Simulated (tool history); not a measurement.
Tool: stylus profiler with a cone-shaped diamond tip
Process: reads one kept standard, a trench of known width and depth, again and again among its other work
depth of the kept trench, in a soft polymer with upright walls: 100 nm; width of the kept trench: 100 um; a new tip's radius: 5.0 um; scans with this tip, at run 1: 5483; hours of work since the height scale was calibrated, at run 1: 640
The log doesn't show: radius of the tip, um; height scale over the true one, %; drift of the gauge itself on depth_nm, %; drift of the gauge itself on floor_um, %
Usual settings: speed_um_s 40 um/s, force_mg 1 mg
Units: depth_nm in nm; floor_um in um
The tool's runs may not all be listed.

run,day,speed_um_s,force_mg,scans with this tip,hours of work since the height scale was calibrated,depth_nm,floor_um
1,0,40,1,5483,640,101.1,97.44
2,0.838,40,1,5572,650,101.08,97.47
3,2.067,40,1,5702,665,101.03,97.46
4,3.317,40,1,5834,681,101.09,97.43
5,4.029,40,1.62,5909,689,101.4,97.49
6,4.7,40,1.62,5980,698,101.45,97.47
7,5.65,40,0.7,6081,709,100.9,97.41
8,6.267,40,0.7,6146,717,100.92,97.35
9,6.967,40,0.47,6220,726,100.77,97.35
10,8.046,40,0.47,6334,739,100.75,97.34
11,8.792,26,0.47,6413,748,100.77,97.43
12,9.575,26,0.47,6496,758,100.78,97.4
13,10.658,78,0.7,6611,771,100.88,97.17
14,11.446,159,2.89,6694,781,102.09,97.17
15,12.379,57,2.76,6793,792,102,97.42
16,13.783,15,0.91,6942,810,101.11,97.44
17,14.704,39,0.46,7039,821,100.75,97.27
18,15.762,39,0.46,7151,834,100.75,97.28
19,16.612,10,2.97,7241,845,102.09,97.47
20,17.267,11,2.43,7310,853,101.82,97.5
21,18.167,110,1.29,7405,864,101.33,97.09

4 ways to go on from here, each from the tool as it stands after run 21. What would each give?
A,18.742,58,1.87,7466,871,?,?
B,18.742,77,0.62,7466,871,?,?
C,18.742,35,0.96,7466,871,?,?
D,18.742,27,0.42,7466,871,?,?

run,depth_nm,floor_um
A,101.62,97.3
B,100.93,97.12
C,101.15,97.37
D,100.77,97.31
Without the tool's hidden state the same runs would have given:
run,depth_nm,floor_um
A,101.35,97.81
B,100.66,97.63
C,100.88,97.89
D,100.5,97.82
